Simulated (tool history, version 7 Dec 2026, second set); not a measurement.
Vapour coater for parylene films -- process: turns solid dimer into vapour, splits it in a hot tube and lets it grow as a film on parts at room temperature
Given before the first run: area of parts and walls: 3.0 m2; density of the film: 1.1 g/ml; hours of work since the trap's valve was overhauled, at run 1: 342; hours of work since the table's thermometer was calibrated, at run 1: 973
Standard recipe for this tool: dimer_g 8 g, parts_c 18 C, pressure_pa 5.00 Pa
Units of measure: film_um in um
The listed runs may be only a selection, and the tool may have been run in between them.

run,hour,dimer_g,parts_c,pressure_pa,hours of work since the trap's valve was overhauled,hours of work since the table's thermometer was calibrated,film_um
1,0.0,8,18,5.00,342,973,1.591
2,35.2,8,18,5.00,363,993,1.603
3,62.4,8,18,9.88,379,1010,1.532
4,105.7,8,18,9.88,405,1035,1.562
5,132.9,8,18,9.88,421,1052,1.546
6,174.2,8,18,9.88,446,1076,1.559
7,210.6,7,18,5.00,468,1098,1.406
8,254.4,7,18,5.00,494,1124,1.417
9,296.8,8,16,5.00,519,1149,1.738
10,341.0,8,16,5.00,545,1176,1.749
11,376.0,8,16,2.97,566,1196,1.810
12,416.2,8,16,2.97,590,1220,1.804
13,461.3,8,16,5.00,617,1247,1.748
# hour 472.3: trap's valve overhauled
14,505.2,8,16,5.00,20,1271,1.752
15,524.1,8,18,5.00,31,1282,1.635
16,555.3,8,18,5.00,49,1301,1.641
17,581.1,8,18,5.00,65,1316,1.633
18,603.3,8,18,5.00,78,1329,1.639
19,637.4,8,18,5.00,98,1350,1.656
20,672.8,8,18,5.00,119,1371,1.634
21,707.9,8,18,5.00,140,1392,1.635
22,737.1,8,18,3.62,158,1409,1.673
23,778.4,3,18,5.00,182,1434,0.612
24,799.6,12,10,3.22,195,1446,3.398
25,833.2,12,10,3.22,215,1466,3.414
26,874.7,12,10,3.22,240,1491,3.406
27,899.9,14,27,2.51,255,1506,2.145
28,930.4,8,13,5.07,273,1524,1.987
29,954.7,7,14,8.82,287,1539,1.634
30,974.0,8,23,5.00,299,1550,1.387
# hour 995.4: gauge calibrated
31,1018.9,8,23,5.00,325,1577,1.345
32,1059.0,6,25,5.00,349,1601,0.935
33,1093.0,8,13,8.81,370,1621,1.864
34,1136.7,4,18,2.94,396,1647,0.822
35,1166.0,3,10,2.74,413,1664,0.843
36,1211.9,9,18,5.11,440,1692,1.810
37,1247.3,8,22,5.00,461,1713,1.400
38,1280.8,8,22,5.00,481,1733,1.390
39,1319.4,3,13,5.96,504,1756,0.726
40,1361.7,8,18,4.21,529,1781,1.622
# hour 1385.6: gauge calibrated
41,1398.0,3,18,2.78,551,1802,0.633
42,1423.5,8,14,2.46,566,1818,1.930
43,1463.9,8,14,2.46,590,1842,1.943
# hour 1482.4: table's thermometer calibrated
44,1498.6,5,23,7.12,610,10,0.820
# hour 1519.5: trap's valve overhauled
45,1529.0,6,29,10.17,6,25,0.774
46,1556.2,6,29,10.17,22,42,0.786

Consider 3 possible next runs. They are alternatives, not a sequence: every one starts from the tool as it was left by run 46. What does each give?
A,1587.6,8,19,2.25,41,60,?
B,1587.6,6,21,5.42,41,60,?
C,1587.6,14,19,2.22,41,60,?

run,film_um
A,1.626
B,1.071
C,2.861
Take away the tool's hidden state, keep each run's random variation, and the runs would have read:
run,film_um
A,1.617
B,1.065
C,2.846
